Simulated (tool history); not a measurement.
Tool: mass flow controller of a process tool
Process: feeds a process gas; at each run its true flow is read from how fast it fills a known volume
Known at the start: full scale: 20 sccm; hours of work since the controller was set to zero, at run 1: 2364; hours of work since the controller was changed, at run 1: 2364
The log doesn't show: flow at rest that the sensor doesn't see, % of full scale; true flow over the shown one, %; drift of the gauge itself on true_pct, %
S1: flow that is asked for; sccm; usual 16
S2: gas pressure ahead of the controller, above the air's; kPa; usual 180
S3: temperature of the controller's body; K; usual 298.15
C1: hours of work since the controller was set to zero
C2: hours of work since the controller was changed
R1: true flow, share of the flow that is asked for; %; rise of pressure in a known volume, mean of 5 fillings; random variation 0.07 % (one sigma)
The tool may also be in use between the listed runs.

run,day,S1,S2,S3,C1,C2,R1
1,0,16,180,298.15,2364,2364,98.49
2,3.638,16,180,305.15,2429,2429,98.5
3,5.579,16,180,305.15,2463,2463,98.59
4,10.1,16,180,298.15,2544,2544,98.34
5,14.054,3,180,298.15,2614,2614,94.79
6,17.542,3,180,298.15,2676,2676,94.71
7,21.042,3,180,298.15,2739,2739,94.66
8,25.729,3,180,298.15,2822,2822,94.58
9,30.325,3,180,298.15,2904,2904,94.34
10,33,3,180,298.15,2952,2952,94.4
11,35.658,3,180,298.15,2999,2999,94.24
12,37.804,3,180,298.15,3037,3037,94.31
13,42.333,16,180,307.15,3118,3118,98.42
14,44.25,16,180,307.15,3152,3152,98.34
15,48.075,16,180,307.15,3220,3220,98.33
16,51.038,16,180,298.15,3273,3273,98.17
17,53.938,16,180,298.15,3324,3324,98.09
18,56.95,16,180,298.15,3378,3378,98
19,61.654,16,180,298.15,3462,3462,97.99
# day 61.892: controller's zero set anew
20,65.846,16,180,298.15,70,3536,97.92
21,67.767,16,180,298.15,105,3570,97.85
22,72.067,16,180,298.15,181,3647,97.86
23,75.088,16,180,298.15,235,3701,97.83
24,77.429,16,180,298.15,277,3742,97.91
25,80.592,7,180,298.15,333,3799,95.51
# day 81.858: controller's zero set anew, once more
26,85.333,16,237,296.15,62,3883,98.51
27,88.296,16,237,296.15,115,3936,98.54
28,91.804,2,237,293.15,177,3998,95.92
29,94.938,2,237,293.15,233,4054,95.82
30,97.925,16,251,306.15,286,4107,98.76
31,100.604,3,251,304.15,334,4155,96.25
32,104.275,3,251,304.15,399,4220,96.24
33,107,16,205,296.15,448,4269,98.24
34,109.633,16,243,312.15,495,4315,98.7
35,112.796,15,211,303.15,551,4372,98.3
36,115.671,3,226,298.15,602,4423,95.8
37,119.146,6,194,298.15,664,4485,96.68
38,123.808,3,209,309.15,747,4568,95.95
39,127.404,16,154,298.15,811,4632,98.12
40,131.221,13,249,300.15,879,4700,97.94
41,133.996,6,231,293.15,929,4749,96.39
42,136.308,6,231,293.15,970,4791,96.31
43,140.212,6,231,293.15,1039,4860,96.31

Run 44 comes next. What will it give?
44,143.483,16,180,302.15,1097,4918,?

R1: 98.17 %
Without the tool's hidden state the same run would have given R1 99.41 %.

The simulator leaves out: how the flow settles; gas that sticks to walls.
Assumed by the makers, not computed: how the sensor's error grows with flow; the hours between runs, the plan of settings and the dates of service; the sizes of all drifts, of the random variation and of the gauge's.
